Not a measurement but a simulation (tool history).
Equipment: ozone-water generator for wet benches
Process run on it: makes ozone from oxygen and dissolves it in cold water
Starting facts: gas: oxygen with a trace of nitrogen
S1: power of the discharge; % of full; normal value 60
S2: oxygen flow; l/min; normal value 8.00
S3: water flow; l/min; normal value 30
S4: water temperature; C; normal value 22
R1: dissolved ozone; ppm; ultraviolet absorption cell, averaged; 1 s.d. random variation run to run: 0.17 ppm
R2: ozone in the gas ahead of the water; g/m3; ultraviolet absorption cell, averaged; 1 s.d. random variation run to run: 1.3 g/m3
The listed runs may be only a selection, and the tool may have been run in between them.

| run | hour | S1 | S2 | S3 | S4 | R1 | R2 |
|---|---|---|---|---|---|---|---|
| 1 | 0.0 | 60 | 8.00 | 30 | 22 | 22.4 | 243.7 |
| 2 | 28.7 | 60 | 8.00 | 30 | 22 | 22.9 | 243.6 |
| 3 | 68.7 | 60 | 8.00 | 30 | 22 | 22.6 | 245.9 |
| 4 | 97.1 | 60 | 8.00 | 30 | 22 | 22.6 | 244.3 |
| 5 | 124.8 | 60 | 13.99 | 30 | 22 | 23.4 | 200.5 |
| 6 | 166.8 | 60 | 8.00 | 30 | 22 | 22.4 | 243.9 |
| 7 | 194.8 | 60 | 8.00 | 30 | 22 | 22.3 | 244.4 |
| 8 | 232.2 | 60 | 8.00 | 30 | 22 | 22.7 | 239.3 |
| 9 | 259.7 | 60 | 8.00 | 30 | 22 | 22.7 | 244.4 |
| 10 | 300.3 | 60 | 8.00 | 30 | 22 | 22.9 | 242.6 |
| 11 | 320.1 | 76 | 8.00 | 39 | 20 | 22.0 | 286.0 |
| 12 | 365.8 | 76 | 8.00 | 39 | 20 | 22.2 | 279.1 |
| 13 | 395.7 | 77 | 8.00 | 39 | 16 | 23.2 | 286.3 |
| 14 | 427.2 | 77 | 8.00 | 39 | 16 | 23.1 | 285.3 |
| 15 | 469.8 | 77 | 8.00 | 39 | 16 | 23.1 | 282.4 |
| 16 | 492.4 | 77 | 7.79 | 32 | 14 | 28.0 | 286.5 |
| 17 | 520.5 | 60 | 8.00 | 22 | 22 | 28.2 | 238.7 |
| 18 | 560.1 | 60 | 8.00 | 29 | 26 | 21.4 | 241.9 |
| 19 | 606.1 | 60 | 8.00 | 29 | 26 | 21.8 | 240.6 |

Forecast each of these 4 alternatives for the next run:
| A | 648.7 | 60 | 8.00 | 30 | 20 | ? | ? |
| B | 648.7 | 97 | 8.00 | 29 | 26 | ? | ? |
| C | 648.7 | 60 | 10.39 | 29 | 26 | ? | ? |
| D | 648.7 | 60 | 8.00 | 29 | 22 | ? | ? |

| run | R1 | R2 |
|---|---|---|
| A | 23.1 | 241.1 |
| B | 29.4 | 324.1 |
| C | 22.1 | 217.0 |
| D | 23.0 | 239.3 |
With no hidden state in the tool, these same runs would have given:
| run | R1 | R2 |
|---|---|---|
| A | 23.1 | 247.0 |
| B | 29.4 | 332.0 |
| C | 22.1 | 222.3 |
| D | 23.1 | 245.1 |

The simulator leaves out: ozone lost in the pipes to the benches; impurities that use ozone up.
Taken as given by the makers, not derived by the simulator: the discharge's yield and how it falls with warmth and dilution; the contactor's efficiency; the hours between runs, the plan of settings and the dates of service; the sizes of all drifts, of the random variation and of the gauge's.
